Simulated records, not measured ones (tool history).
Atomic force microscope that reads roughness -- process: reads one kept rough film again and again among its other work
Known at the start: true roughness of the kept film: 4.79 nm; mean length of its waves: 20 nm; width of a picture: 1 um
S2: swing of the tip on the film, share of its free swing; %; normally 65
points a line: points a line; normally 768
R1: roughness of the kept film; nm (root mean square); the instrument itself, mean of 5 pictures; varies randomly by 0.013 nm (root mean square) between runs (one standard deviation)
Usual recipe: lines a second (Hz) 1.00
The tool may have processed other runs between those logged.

Run 1, hour 0.0: usual settings. Result: R1 2.981 nm (root mean square).
Run 2, hour 15.5: usual settings but S2 63 %. Result: R1 2.929 nm (root mean square).
Run 3, hour 34.9: usual settings but S2 63 %. Result: R1 2.867 nm (root mean square).
Run 4, hour 52.3: usual settings but points a line 278. Result: R1 2.705 nm (root mean square).
Run 5, hour 64.9: usual settings but lines a second (Hz) 0.59. Result: R1 2.776 nm (root mean square).
Run 6, hour 82.1: usual settings but lines a second (Hz) 0.59, points a line 562. Result: R1 2.706 nm (root mean square).
Run 7, hour 95.4: usual settings but lines a second (Hz) 0.59, points a line 562. Result: R1 2.644 nm (root mean square).
Run 8, hour 105.8: usual settings but lines a second (Hz) 0.66, S2 81 %, points a line 279. Result: R1 2.477 nm (root mean square).
Run 9, hour 117.3: usual settings but S2 58 %, points a line 934. Result: R1 2.580 nm (root mean square).
Run 10, hour 129.1: usual settings but S2 69 %, points a line 361. Result: R1 2.452 nm (root mean square).
Run 11, hour 146.5: usual settings but lines a second (Hz) 1.17, S2 82 %, points a line 483. Result: R1 2.320 nm (root mean square).
Run 12, hour 156.9: usual settings but lines a second (Hz) 1.17, S2 82 %, points a line 483. Result: R1 2.275 nm (root mean square).

Consider 5 possible next runs. They are alternatives, not a sequence: every one starts from the tool as it was left by run 12. What does each give?
Run A, hour 173.0: usual settings but lines a second (Hz) 1.17, S2 83 %, points a line 483. Result: R1 ?.
Run B, hour 173.0: usual settings but lines a second (Hz) 2.87, S2 82 %, points a line 483. Result: R1 ?.
Run C, hour 173.0: usual settings but lines a second (Hz) 1.83, S2 82 %, points a line 1000. Result: R1 ?.
Run D, hour 173.0: usual settings but lines a second (Hz) 1.05, points a line 550. Result: R1 ?.
Run E, hour 173.0: usual settings but lines a second (Hz) 1.64, S2 60 %, points a line 605. Result: R1 ?.

run     R1
  A  2.236
  B  2.012
  C  2.144
  D  2.410
  E  2.360
Stripped of hidden state, with their random variation kept, the same runs would have yielded:
run     R1
  A  2.935
  B  2.639
  C  2.813
  D  3.159
  E  3.093
